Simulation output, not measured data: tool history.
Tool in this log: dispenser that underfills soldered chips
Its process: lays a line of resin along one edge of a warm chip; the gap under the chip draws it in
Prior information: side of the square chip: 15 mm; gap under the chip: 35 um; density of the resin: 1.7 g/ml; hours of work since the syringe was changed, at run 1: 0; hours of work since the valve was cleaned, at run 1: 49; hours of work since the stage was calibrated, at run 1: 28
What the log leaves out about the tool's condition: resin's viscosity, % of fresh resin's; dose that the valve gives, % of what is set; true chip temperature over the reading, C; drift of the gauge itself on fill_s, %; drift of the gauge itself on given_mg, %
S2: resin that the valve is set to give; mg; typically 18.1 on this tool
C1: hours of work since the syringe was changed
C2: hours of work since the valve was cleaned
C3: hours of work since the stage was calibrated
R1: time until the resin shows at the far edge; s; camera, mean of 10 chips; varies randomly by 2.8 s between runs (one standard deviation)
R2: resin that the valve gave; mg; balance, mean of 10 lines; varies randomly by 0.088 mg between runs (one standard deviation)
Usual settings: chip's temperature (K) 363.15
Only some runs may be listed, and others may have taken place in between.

run 1 day=0 | chip's_temperature_(K)=363.15 S2=18.1 | C1=0 C2=49 C3=28 | R1=300.2 R2=17.24
run 2 day=0.196 | chip's_temperature_(K)=363.15 S2=18.1 | C1=4 C2=53 C3=31 | R1=375.4 R2=17.2
-- day=0.35 new syringe of resin
run 3 day=0.362 | chip's_temperature_(K)=363.15 S2=18.1 | C1=0 C2=55 C3=34 | R1=293.8 R2=17.26
run 4 day=0.454 | chip's_temperature_(K)=363.15 S2=20.1 | C1=2 C2=57 C3=36 | R1=324.4 R2=19.13
run 5 day=0.629 | chip's_temperature_(K)=374.15 S2=18.1 | C1=5 C2=60 C3=39 | R1=250.6 R2=17.15
-- day=0.733 new syringe of resin
run 6 day=0.779 | chip's_temperature_(K)=374.15 S2=18.1 | C1=1 C2=63 C3=41 | R1=189.9 R2=17.09
run 7 day=0.883 | chip's_temperature_(K)=360.15 S2=18.7 | C1=3 C2=65 C3=43 | R1=395.1 R2=17.76
run 8 day=1.046 | chip's_temperature_(K)=350.15 S2=20.7 | C1=6 C2=68 C3=46 | R1=761.2 R2=19.52

Run 9 is up next; what results do you expect?
-- day=1.108 new syringe of resin
-- day=1.271 dispensing valve cleaned and set on the balance
run 9 day=1.271 | chip's_temperature_(K)=363.15 S2=17.9 | C1=2 C2=0 C3=49 | R1=? R2=?

Run 9 produced R1 327.9 s, R2 17.91 mg.
On a tool with no hidden condition, and with the same random variation, this run would have come out at R1 280.4 s, R2 17.91 mg.
